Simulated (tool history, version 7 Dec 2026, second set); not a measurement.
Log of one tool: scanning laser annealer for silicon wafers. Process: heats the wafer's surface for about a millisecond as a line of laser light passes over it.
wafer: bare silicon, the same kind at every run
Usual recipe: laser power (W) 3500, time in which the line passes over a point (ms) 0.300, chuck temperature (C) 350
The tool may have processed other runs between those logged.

| run | hour | laser power (W) | time in which the line passes over a point (ms) | chuck temperature (C) | highest temperature of the surface (C) |
|---|---|---|---|---|---|
| 1 | 0.0 | 3500 | 0.300 | 350 | 1175 |
| 2 | 14.1 | 3500 | 0.300 | 350 | 1177 |
| 3 | 30.5 | 3500 | 0.300 | 350 | 1178 |
| 4 | 43.8 | 3500 | 0.300 | 350 | 1174 |
| 5 | 56.3 | 3500 | 0.300 | 350 | 1177 |
| 6 | 67.5 | 3500 | 0.300 | 350 | 1179 |
| 7 | 75.6 | 3500 | 0.300 | 350 | 1177 |
| 8 | 89.4 | 3016 | 0.300 | 350 | 1071 |
| 9 | 97.8 | 3016 | 0.300 | 350 | 1072 |
|  | 101.1 | window over the wafer cleaned |
| 10 | 116.3 | 3016 | 0.300 | 350 | 1068 |
| 11 | 125.4 | 3186 | 0.321 | 329 | 1113 |
| 12 | 135.2 | 3004 | 0.253 | 350 | 1000 |
|  | 148.5 | window over the wafer cleaned, once more |
| 13 | 152.8 | 3403 | 0.363 | 390 | 1306 |
| 14 | 166.5 | 3403 | 0.363 | 390 | 1305 |
| 15 | 181.5 | 3846 | 0.254 | 377 | 1210 |
| 16 | 192.8 | 3500 | 0.212 | 366 | 1058 |
| 17 | 206.6 | 3500 | 0.238 | 366 | 1105 |
| 18 | 221.2 | 3168 | 0.238 | 366 | 1040 |

Alternative continuations, all from the tool just after run 18; predict every row:
| A | 238.1 | 3168 | 0.238 | 386 | ? |
| B | 238.1 | 3813 | 0.366 | 351 | ? |
| C | 238.1 | 3500 | 0.291 | 311 | ? |
| D | 238.1 | 3752 | 0.269 | 350 | ? |

| run | highest temperature of the surface (C) |
|---|---|
| A | 1059 |
| B | 1369 |
| C | 1137 |
| D | 1193 |
Had the tool no hidden state, the same runs would have come out as:
| run | highest temperature of the surface (C) |
|---|---|
| A | 1059 |
| B | 1370 |
| C | 1138 |
| D | 1194 |

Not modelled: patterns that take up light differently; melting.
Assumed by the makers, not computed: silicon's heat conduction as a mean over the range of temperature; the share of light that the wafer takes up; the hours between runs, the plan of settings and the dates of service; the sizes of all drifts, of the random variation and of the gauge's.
